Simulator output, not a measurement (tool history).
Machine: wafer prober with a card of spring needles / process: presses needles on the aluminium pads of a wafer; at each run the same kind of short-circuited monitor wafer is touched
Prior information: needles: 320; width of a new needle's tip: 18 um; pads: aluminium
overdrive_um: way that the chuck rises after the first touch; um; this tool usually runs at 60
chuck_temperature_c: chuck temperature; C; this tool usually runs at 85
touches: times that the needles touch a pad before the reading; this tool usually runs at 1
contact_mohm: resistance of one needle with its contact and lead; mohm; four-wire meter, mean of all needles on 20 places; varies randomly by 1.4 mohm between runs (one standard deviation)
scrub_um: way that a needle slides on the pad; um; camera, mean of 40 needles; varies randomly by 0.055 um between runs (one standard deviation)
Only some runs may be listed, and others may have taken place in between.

run,hour,overdrive_um,chuck_temperature_c,touches,contact_mohm,scrub_um
1,0.0,60,85,1,121,14.82
2,32.2,60,85,1,122,14.91
3,63.5,60,85,1,122,14.88
4,89.8,60,85,1,123,14.88
5,117.2,60,85,1,123,14.80
6,159.2,60,85,1,120,14.92
7,182.1,60,85,1,121,14.91
8,216.5,60,85,1,122,14.86
9,250.9,73,85,1,121,18.05
10,281.6,73,85,1,120,18.10
11,315.7,73,85,1,116,18.13
12,361.1,73,85,1,119,18.10
13,385.0,60,85,1,122,14.91
14,417.7,60,85,1,117,14.83
15,464.1,50,63,1,122,12.34
16,510.3,70,38,3,113,17.30
17,549.6,67,85,1,122,16.56
18,594.4,41,85,3,130,10.13
19,641.6,54,94,1,124,13.37
20,681.2,76,53,2,111,18.88
21,700.5,56,117,1,128,13.93
22,743.6,44,52,2,124,10.90
23,763.8,56,52,2,119,13.84
24,788.5,60,38,3,113,14.92
25,830.2,60,51,1,115,14.86
26,863.9,42,33,2,120,10.51
27,888.0,45,67,1,124,11.16

Removed from this log: 73 entries logged between the listed runs. Between which two listed runs does each belong, and how does the tool's hidden state at the listed run before it compare with that at the listed run after it?
In the gap between runs 1 and 2: tips cleaned on abrasive film (hour 8.1); tips cleaned on abrasive film (hour 20.9); tips cleaned on abrasive film (hour 32.0)
  both runs share identical hidden conditions
In the gap between runs 2 and 3: tips cleaned on abrasive film (hour 45.6); tips cleaned on abrasive film (hour 58.6)
  debris on the tips, nm: 0 -> 0.1
In the gap between runs 3 and 4: tips cleaned on abrasive film (hour 71.1); tips cleaned on abrasive film (hour 83.0)
  both runs share identical hidden conditions
In the gap between runs 4 and 5: tips cleaned on abrasive film (hour 95.4); tips cleaned on abrasive film (hour 106.5)
  both runs share identical hidden conditions
In the gap between runs 5 and 6: tips cleaned on abrasive film (hour 120.0); tips cleaned on abrasive film (hour 132.7); tips cleaned on abrasive film (hour 143.8); tips cleaned on abrasive film (hour 156.6)
  debris on the tips, nm: 0.1 -> 0
In the gap between runs 6 and 7: tips cleaned on abrasive film (hour 169.9); tips cleaned on abrasive film (hour 182.1)
  both runs share identical hidden conditions
In the gap between runs 7 and 8: tips cleaned on abrasive film (hour 194.6); tips cleaned on abrasive film (hour 207.4)
  debris on the tips, nm: 0 -> 0.1
In the gap between runs 8 and 9: tips cleaned on abrasive film (hour 219.3); tips cleaned on abrasive film (hour 232.6); height of the first contact set anew (hour 232.9); tips cleaned on abrasive film (hour 244.0)
  way that the needles fall short of the set height, um: 0.01 -> 0
In the gap between runs 9 and 10: tips cleaned on abrasive film (hour 255.6); tips cleaned on abrasive film (hour 267.7); tips cleaned on abrasive film (hour 281.0)
  debris on the tips, nm: 0.1 -> 0
In the gap between runs 10 and 11: tips cleaned on abrasive film (hour 292.7); tips cleaned on abrasive film (hour 305.8)
  debris on the tips, nm: 0 -> 0.1
In the gap between runs 11 and 12: tips cleaned on abrasive film (hour 318.6); tips cleaned on abrasive film (hour 331.7); tips cleaned on abrasive film (hour 345.5); tips cleaned on abrasive film (hour 358.1)
  debris on the tips, nm: 0.1 -> 0
In the gap between runs 12 and 13: tips cleaned on abrasive film (hour 369.4); tips cleaned on abrasive film (hour 382.0)
  both runs share identical hidden conditions
In the gap between runs 13 and 14: tips cleaned on abrasive film (hour 393.3); tips cleaned on abrasive film (hour 405.7); tips cleaned on abrasive film (hour 417.7)
  both runs share identical hidden conditions
In the gap between runs 14 and 15: tips cleaned on abrasive film (hour 430.1); tips cleaned on abrasive film (hour 442.8); tips cleaned on abrasive film (hour 456.5)
  debris on the tips, nm: 0 -> 0.1; way that the needles fall short of the set height, um: 0 -> 0.01
In the gap between runs 15 and 16: tips cleaned on abrasive film (hour 468.9); tips cleaned on abrasive film (hour 481.9); tips cleaned on abrasive film (hour 494.2); tips cleaned on abrasive film (hour 507.8)
  debris on the tips, nm: 0.1 -> 0
In the gap between runs 16 and 17: tips cleaned on abrasive film (hour 520.2); tips cleaned on abrasive film (hour 531.3); tips cleaned on abrasive film (hour 544.4)
  debris on the tips, nm: 0 -> 0.1
In the gap between runs 17 and 18: tips cleaned on abrasive film (hour 557.3); tips cleaned on abrasive film (hour 570.8); tips cleaned on abrasive film (hour 584.6)
  both runs share identical hidden conditions
In the gap between runs 18 and 19: tips cleaned on abrasive film (hour 597.2); tips cleaned on abrasive film (hour 608.3); tips cleaned on abrasive film (hour 621.5); tips cleaned on abrasive film (hour 633.7)
  tips' diameter, um: 18.01 -> 18.02
In the gap between runs 19 and 20: tips cleaned on abrasive film (hour 646.6); tips cleaned on abrasive film (hour 657.7); tips cleaned on abrasive film (hour 670.3); height of the first contact set anew (hour 672.7)
  way that the needles fall short of the set height, um: 0.01 -> 0
In the gap between runs 20 and 21: tips cleaned on abrasive film (hour 683.2); tips cleaned on abrasive film (hour 696.7)
  debris on the tips, nm: 0.1 -> 0
In the gap between runs 21 and 22: tips cleaned on abrasive film (hour 708.1); tips cleaned on abrasive film (hour 721.1); tips cleaned on abrasive film (hour 733.9)
  debris on the tips, nm: 0 -> 0.1
In the gap between runs 22 and 23: tips cleaned on abrasive film (hour 745.6); tips cleaned on abrasive film (hour 759.2)
  debris on the tips, nm: 0.1 -> 0
In the gap between runs 23 and 24: tips cleaned on abrasive film (hour 772.2); tips cleaned on abrasive film (hour 785.4)
  both runs share identical hidden conditions
In the gap between runs 24 and 25: tips cleaned on abrasive film (hour 796.5); tips cleaned on abrasive film (hour 808.4); tips cleaned on abrasive film (hour 820.6)
  debris on the tips, nm: 0 -> 0.1
In the gap between runs 25 and 26: tips cleaned on abrasive film (hour 833.1); tips cleaned on abrasive film (hour 846.5); tips cleaned on abrasive film (hour 859.3)
  debris on the tips, nm: 0.1 -> 0
In the gap between runs 26 and 27: tips cleaned on abrasive film (hour 872.1); tips cleaned on abrasive film (hour 885.3)
  way that the needles fall short of the set height, um: 0 -> 0.01
